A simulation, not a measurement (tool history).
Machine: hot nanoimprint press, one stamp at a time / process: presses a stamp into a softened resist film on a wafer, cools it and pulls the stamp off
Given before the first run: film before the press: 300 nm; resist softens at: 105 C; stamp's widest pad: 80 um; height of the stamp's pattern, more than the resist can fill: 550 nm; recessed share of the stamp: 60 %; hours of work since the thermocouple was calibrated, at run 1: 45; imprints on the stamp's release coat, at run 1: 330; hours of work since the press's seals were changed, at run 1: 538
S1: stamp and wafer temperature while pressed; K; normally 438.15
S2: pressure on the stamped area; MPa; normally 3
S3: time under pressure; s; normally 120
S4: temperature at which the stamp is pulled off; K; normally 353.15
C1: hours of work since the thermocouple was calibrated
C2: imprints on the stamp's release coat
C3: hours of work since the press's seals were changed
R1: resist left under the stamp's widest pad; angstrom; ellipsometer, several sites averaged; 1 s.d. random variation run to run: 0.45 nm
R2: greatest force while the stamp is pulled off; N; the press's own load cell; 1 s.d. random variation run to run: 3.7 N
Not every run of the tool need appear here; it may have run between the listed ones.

run	day	S1	S2	S3	S4	C1	C2	C3	R1	R2
1	0	438.15	3	120	353.15	45	330	538	1417	198
2	2.112	438.15	3	120	353.15	74	441	567	1405	206
3	3.608	438.15	3	120	353.15	94	519	587	1414	204
4	5.971	438.15	3	120	353.15	125	643	618	1410	215
# day 7.862: press's hydraulic seals changed and the load cell set to zero
5	8.104	438.15	3	120	353.15	150	738	3	1379	221
6	10.858	438.15	3	120	353.15	187	883	40	1370	243
7	12.712	438.15	3	72	353.15	212	980	65	1625	249
8	14.042	438.15	3	120	353.15	229	1050	83	1349	249
9	15.896	438.15	3	120	353.15	254	1147	108	1351	253
10	17.125	438.15	3	120	353.15	271	1212	125	1350	260
# day 17.462: plate thermocouple calibrated
11	19.396	438.15	4.79	120	353.15	26	1324	153	1149	277
12	21.8	438.15	4.79	120	353.15	58	1451	186	1145	272
13	24.533	438.15	3	120	353.15	95	1594	222	1416	277
14	27.354	438.15	4.34	120	353.15	133	1742	260	1192	296
15	29.779	438.15	4.34	120	353.15	166	1870	293	1191	294
16	32.408	438.15	3	141	356.15	201	2008	328	1312	310

Run 17 comes next. What will it give?
17	34.179	437.15	2.91	195	356.15	225	2101	352	?	?

Run 17 yielded R1 1234 angstrom, R2 317 N.
On a tool with no hidden condition, and with the same random variation, this run would have come out at R1 1250 angstrom, R2 173 N.
